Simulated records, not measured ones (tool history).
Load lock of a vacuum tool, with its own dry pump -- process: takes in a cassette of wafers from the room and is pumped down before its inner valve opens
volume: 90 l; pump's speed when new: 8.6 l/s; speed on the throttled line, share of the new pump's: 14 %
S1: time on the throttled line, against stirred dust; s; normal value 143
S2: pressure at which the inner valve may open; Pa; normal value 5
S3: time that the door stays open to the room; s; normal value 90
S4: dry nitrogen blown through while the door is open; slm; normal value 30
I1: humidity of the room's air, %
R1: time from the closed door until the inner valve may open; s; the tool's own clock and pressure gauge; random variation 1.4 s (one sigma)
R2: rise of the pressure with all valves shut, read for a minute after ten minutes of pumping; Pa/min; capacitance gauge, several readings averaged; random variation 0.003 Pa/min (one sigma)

run 1 hour=0.0 | S1=143 S2=5 S3=90 S4=30 | I1=44.7 | R1=233.1 R2=0.039
run 2 hour=162.9 | S1=102 S2=5 S3=90 S4=30 | I1=44.8 | R1=196.7 R2=0.043
run 3 hour=321.0 | S1=102 S2=5 S3=90 S4=30 | I1=45.3 | R1=196.6 R2=0.034
run 4 hour=592.7 | S1=102 S2=5 S3=90 S4=30 | I1=45.2 | R1=200.7 R2=0.045
run 5 hour=962.0 | S1=102 S2=5 S3=90 S4=30 | I1=42.9 | R1=199.3 R2=0.046
run 6 hour=1283.7 | S1=102 S2=5 S3=90 S4=30 | I1=44.0 | R1=196.9 R2=0.052
run 7 hour=1585.1 | S1=102 S2=5 S3=90 S4=30 | I1=45.9 | R1=199.8 R2=0.060
run 8 hour=1875.7 | S1=271 S2=5 S3=90 S4=30 | I1=45.7 | R1=347.8 R2=0.060
run 9 hour=2061.1 | S1=219 S2=10 S3=90 S4=30 | I1=40.4 | R1=290.4 R2=0.059
run 10 hour=2227.0 | S1=143 S2=5 S3=90 S4=30 | I1=46.5 | R1=233.9 R2=0.063
run 11 hour=2525.6 | S1=143 S2=5 S3=222 S4=44 | I1=43.6 | R1=235.9 R2=0.075
run 12 hour=2865.8 | S1=143 S2=5 S3=222 S4=44 | I1=45.9 | R1=234.3 R2=0.079
run 13 hour=3092.3 | S1=143 S2=5 S3=222 S4=44 | I1=46.2 | R1=235.0 R2=0.087

Each row is a separate what-if for the run after 13, all from the same tool condition, not one after another. Results?
run A hour=3323.0 | S1=143 S2=5 S3=90 S4=17 | I1=47.6 | R1=? R2=?
run B hour=3323.0 | S1=78 S2=5 S3=222 S4=44 | I1=44.0 | R1=? R2=?
run C hour=3323.0 | S1=101 S2=7 S3=90 S4=20 | I1=40.8 | R1=? R2=?

run=A R1=237.5 R2=0.088
run=B R1=182.5 R2=0.087
run=C R1=197.8 R2=0.080
With the hidden condition removed and each run's random variation left untouched, the same runs would have given:
run=A R1=230.0 R2=0.027
run=B R1=174.2 R2=0.025
run=C R1=190.3 R2=0.020
